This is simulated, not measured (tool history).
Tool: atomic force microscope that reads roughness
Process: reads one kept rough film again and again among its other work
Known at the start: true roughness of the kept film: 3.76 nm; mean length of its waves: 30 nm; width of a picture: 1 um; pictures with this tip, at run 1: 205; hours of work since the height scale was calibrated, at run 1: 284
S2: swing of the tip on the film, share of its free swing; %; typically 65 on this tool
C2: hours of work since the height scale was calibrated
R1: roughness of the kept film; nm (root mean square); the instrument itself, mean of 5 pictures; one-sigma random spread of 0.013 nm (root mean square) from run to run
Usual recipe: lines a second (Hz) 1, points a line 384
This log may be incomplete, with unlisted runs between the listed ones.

Run 1, day 0: usual settings; pictures with this tip 205; C2 284. Result: R1 2.489 nm (root mean square).
Run 2, day 0.192: usual settings but points a line 448; pictures with this tip 212; C2 288. Result: R1 2.454 nm (root mean square).
At day 0.371: new tip fitted.
Run 3, day 0.408: usual settings; pictures with this tip 1; C2 291. Result: R1 2.991 nm (root mean square).
Run 4, day 0.729: usual settings but S2 68 %; pictures with this tip 12; C2 297. Result: R1 2.94 nm (root mean square).
Run 5, day 1.133: usual settings but S2 68 %; pictures with this tip 25; C2 304. Result: R1 2.914 nm (root mean square).
Run 6, day 1.312: usual settings but S2 68 %; pictures with this tip 31; C2 308. Result: R1 2.853 nm (root mean square).
Run 7, day 1.754: usual settings but S2 68 %; pictures with this tip 46; C2 316. Result: R1 2.835 nm (root mean square).
Run 8, day 2.079: usual settings; pictures with this tip 57; C2 322. Result: R1 2.839 nm (root mean square).
Run 9, day 2.362: usual settings but S2 74 %; pictures with this tip 66; C2 327. Result: R1 2.736 nm (root mean square).
Run 10, day 2.742: usual settings but lines a second (Hz) 2.1, S2 74 %; pictures with this tip 79; C2 334. Result: R1 2.474 nm (root mean square).
Run 11, day 3.171: usual settings but lines a second (Hz) 0.7, points a line 263; pictures with this tip 93; C2 342. Result: R1 2.755 nm (root mean square).
Run 12, day 3.421: usual settings but lines a second (Hz) 1.58, S2 58 %; pictures with this tip 101; C2 347. Result: R1 2.693 nm (root mean square).
Run 13, day 3.775: usual settings but lines a second (Hz) 0.55, S2 76 %, points a line 617; pictures with this tip 113; C2 353. Result: R1 2.678 nm (root mean square).
Run 14, day 4.212: usual settings but lines a second (Hz) 0.55, S2 76 %, points a line 421; pictures with this tip 128; C2 361. Result: R1 2.642 nm (root mean square).
Run 15, day 4.646: usual settings but lines a second (Hz) 2.79, points a line 258; pictures with this tip 142; C2 369. Result: R1 2.366 nm (root mean square).
Run 16, day 4.838: usual settings but S2 61 %; pictures with this tip 148; C2 373. Result: R1 2.606 nm (root mean square).
Run 17, day 5.067: usual settings but lines a second (Hz) 2.61; pictures with this tip 156; C2 377. Result: R1 2.38 nm (root mean square).

A few steps of R1 between consecutive runs. Split each: what settings, incoming material and random variation would produce without the hidden state, and what is left over for the hidden state, along with gauge scatter present in only one of the two compared results (measured, and without hidden state):
Unlogged tool condition in this case: radius of the tip, nm; height scale over the true one, %; drift of the gauge itself on roughness_nm, %.
Run 2 -> 3: points a line 448 -> 384, new tip fitted. R1 +0.537 nm (root mean square): hidden state +0.538, all else -0.001.

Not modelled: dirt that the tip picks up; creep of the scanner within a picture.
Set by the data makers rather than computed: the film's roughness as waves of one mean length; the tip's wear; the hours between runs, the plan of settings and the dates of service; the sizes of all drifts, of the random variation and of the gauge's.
